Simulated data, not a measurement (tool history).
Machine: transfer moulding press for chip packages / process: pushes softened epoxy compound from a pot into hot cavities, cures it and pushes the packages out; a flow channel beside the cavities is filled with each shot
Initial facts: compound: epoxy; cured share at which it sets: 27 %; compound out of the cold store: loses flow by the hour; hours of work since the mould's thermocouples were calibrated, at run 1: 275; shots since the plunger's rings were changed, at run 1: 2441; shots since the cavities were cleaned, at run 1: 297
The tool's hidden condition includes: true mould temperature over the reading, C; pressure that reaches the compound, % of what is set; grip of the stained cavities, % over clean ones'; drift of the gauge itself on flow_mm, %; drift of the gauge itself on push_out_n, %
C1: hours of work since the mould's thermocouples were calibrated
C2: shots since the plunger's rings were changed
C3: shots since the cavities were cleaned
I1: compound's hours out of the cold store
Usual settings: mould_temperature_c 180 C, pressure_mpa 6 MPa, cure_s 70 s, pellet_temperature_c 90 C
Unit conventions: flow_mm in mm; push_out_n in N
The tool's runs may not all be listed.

run 1 hour=0 | mould_temperature_c=180 pressure_mpa=6 cure_s=70 pellet_temperature_c=90 | C1=275 C2=2441 C3=297 | I1=25.9 | flow_mm=859 push_out_n=413
-- hour=13.4 plunger's sealing rings changed
run 2 hour=22.7 | mould_temperature_c=180 pressure_mpa=6 cure_s=70 pellet_temperature_c=90 | C1=283 C2=94 C3=503 | I1=19.1 | flow_mm=931 push_out_n=461
run 3 hour=40.8 | mould_temperature_c=180 pressure_mpa=6 cure_s=53 pellet_temperature_c=90 | C1=291 C2=280 C3=689 | I1=23 | flow_mm=910 push_out_n=906
-- hour=45.2 cavities cleaned with cleaning compound and waxed
run 4 hour=56.7 | mould_temperature_c=180 pressure_mpa=4.83 cure_s=70 pellet_temperature_c=90 | C1=297 C2=427 C3=117 | I1=42.5 | flow_mm=712 push_out_n=336
run 5 hour=70.1 | mould_temperature_c=180 pressure_mpa=4.83 cure_s=70 pellet_temperature_c=90 | C1=302 C2=564 C3=254 | I1=36.9 | flow_mm=739 push_out_n=365
run 6 hour=85.6 | mould_temperature_c=180 pressure_mpa=4.83 cure_s=70 pellet_temperature_c=90 | C1=308 C2=722 C3=412 | I1=45.4 | flow_mm=697 push_out_n=430
run 7 hour=94.3 | mould_temperature_c=180 pressure_mpa=4.83 cure_s=70 pellet_temperature_c=90 | C1=312 C2=812 C3=502 | I1=35.2 | flow_mm=742 push_out_n=447
run 8 hour=114.2 | mould_temperature_c=180 pressure_mpa=4.83 cure_s=70 pellet_temperature_c=90 | C1=320 C2=1015 C3=705 | I1=32.8 | flow_mm=751 push_out_n=498
-- hour=116.8 cavities cleaned with cleaning compound and waxed
run 9 hour=130.4 | mould_temperature_c=180 pressure_mpa=6 cure_s=70 pellet_temperature_c=90 | C1=326 C2=1166 C3=140 | I1=15.9 | flow_mm=929 push_out_n=360
run 10 hour=149.8 | mould_temperature_c=180 pressure_mpa=6 cure_s=70 pellet_temperature_c=90 | C1=334 C2=1364 C3=338 | I1=10.4 | flow_mm=961 push_out_n=415
run 11 hour=166.5 | mould_temperature_c=180 pressure_mpa=6 cure_s=70 pellet_temperature_c=90 | C1=341 C2=1536 C3=510 | I1=19 | flow_mm=907 push_out_n=464
run 12 hour=184.9 | mould_temperature_c=180 pressure_mpa=6 cure_s=70 pellet_temperature_c=90 | C1=348 C2=1724 C3=698 | I1=32 | flow_mm=831 push_out_n=477
-- hour=188.3 cavities cleaned with cleaning compound and waxed
run 13 hour=206.3 | mould_temperature_c=180 pressure_mpa=6 cure_s=70 pellet_temperature_c=90 | C1=356 C2=1927 C3=184 | I1=23.6 | flow_mm=872 push_out_n=374
run 14 hour=216.9 | mould_temperature_c=176 pressure_mpa=5.02 cure_s=63 pellet_temperature_c=90 | C1=361 C2=2036 C3=293 | I1=37 | flow_mm=738 push_out_n=610
run 15 hour=232.3 | mould_temperature_c=180 pressure_mpa=6 cure_s=66 pellet_temperature_c=98 | C1=367 C2=2193 C3=450 | I1=23.6 | flow_mm=868 push_out_n=471
run 16 hour=243.1 | mould_temperature_c=180 pressure_mpa=5.84 cure_s=70 pellet_temperature_c=96 | C1=371 C2=2304 C3=561 | I1=46.3 | flow_mm=740 push_out_n=461
run 17 hour=254.4 | mould_temperature_c=180 pressure_mpa=6.2 cure_s=70 pellet_temperature_c=90 | C1=376 C2=2419 C3=676 | I1=31.8 | flow_mm=832 push_out_n=472
-- hour=260.4 cavities cleaned with cleaning compound and waxed
run 18 hour=267.8 | mould_temperature_c=173 pressure_mpa=4.54 cure_s=63 pellet_temperature_c=90 | C1=381 C2=2541 C3=76 | I1=13.1 | flow_mm=818 push_out_n=639
-- hour=272.6 plunger's sealing rings changed
run 19 hour=290.9 | mould_temperature_c=173 pressure_mpa=4.54 cure_s=63 pellet_temperature_c=90 | C1=389 C2=187 C3=287 | I1=41.7 | flow_mm=710 push_out_n=685
run 20 hour=309.3 | mould_temperature_c=188 pressure_mpa=6 cure_s=63 pellet_temperature_c=90 | C1=397 C2=375 C3=475 | I1=15.7 | flow_mm=933 push_out_n=418
run 21 hour=322 | mould_temperature_c=177 pressure_mpa=6 cure_s=50 pellet_temperature_c=98 | C1=402 C2=505 C3=605 | I1=42.3 | flow_mm=796 push_out_n=1062
run 22 hour=331.9 | mould_temperature_c=180 pressure_mpa=6 cure_s=97 pellet_temperature_c=94 | C1=406 C2=606 C3=706 | I1=46.3 | flow_mm=777 push_out_n=413
-- hour=335.3 cavities cleaned with cleaning compound and waxed
run 23 hour=353.7 | mould_temperature_c=180 pressure_mpa=7.42 cure_s=70 pellet_temperature_c=90 | C1=414 C2=814 C3=189 | I1=28.9 | flow_mm=954 push_out_n=362
run 24 hour=373.8 | mould_temperature_c=180 pressure_mpa=5.43 cure_s=70 pellet_temperature_c=90 | C1=422 C2=1020 C3=395 | I1=26.1 | flow_mm=835 push_out_n=424
run 25 hour=387.6 | mould_temperature_c=180 pressure_mpa=7.21 cure_s=71 pellet_temperature_c=93 | C1=428 C2=1161 C3=536 | I1=26.1 | flow_mm=955 push_out_n=437

Each row is a separate what-if for the run after 25, all from the same tool condition, not one after another. Results?
run A hour=398.9 | mould_temperature_c=180 pressure_mpa=6 cure_s=70 pellet_temperature_c=80 | C1=433 C2=1276 C3=651 | I1=28 | flow_mm=? push_out_n=?
run B hour=398.9 | mould_temperature_c=180 pressure_mpa=6 cure_s=65 pellet_temperature_c=90 | C1=433 C2=1276 C3=651 | I1=31.5 | flow_mm=? push_out_n=?
run C hour=398.9 | mould_temperature_c=180 pressure_mpa=6 cure_s=100 pellet_temperature_c=90 | C1=433 C2=1276 C3=651 | I1=20.8 | flow_mm=? push_out_n=?

run=A flow_mm=862 push_out_n=486
run=B flow_mm=840 push_out_n=528
run=C flow_mm=899 push_out_n=411
Had the tool no hidden state, the same runs would have come out as:
run=A flow_mm=883 push_out_n=294
run=B flow_mm=860 push_out_n=321
run=C flow_mm=921 push_out_n=247

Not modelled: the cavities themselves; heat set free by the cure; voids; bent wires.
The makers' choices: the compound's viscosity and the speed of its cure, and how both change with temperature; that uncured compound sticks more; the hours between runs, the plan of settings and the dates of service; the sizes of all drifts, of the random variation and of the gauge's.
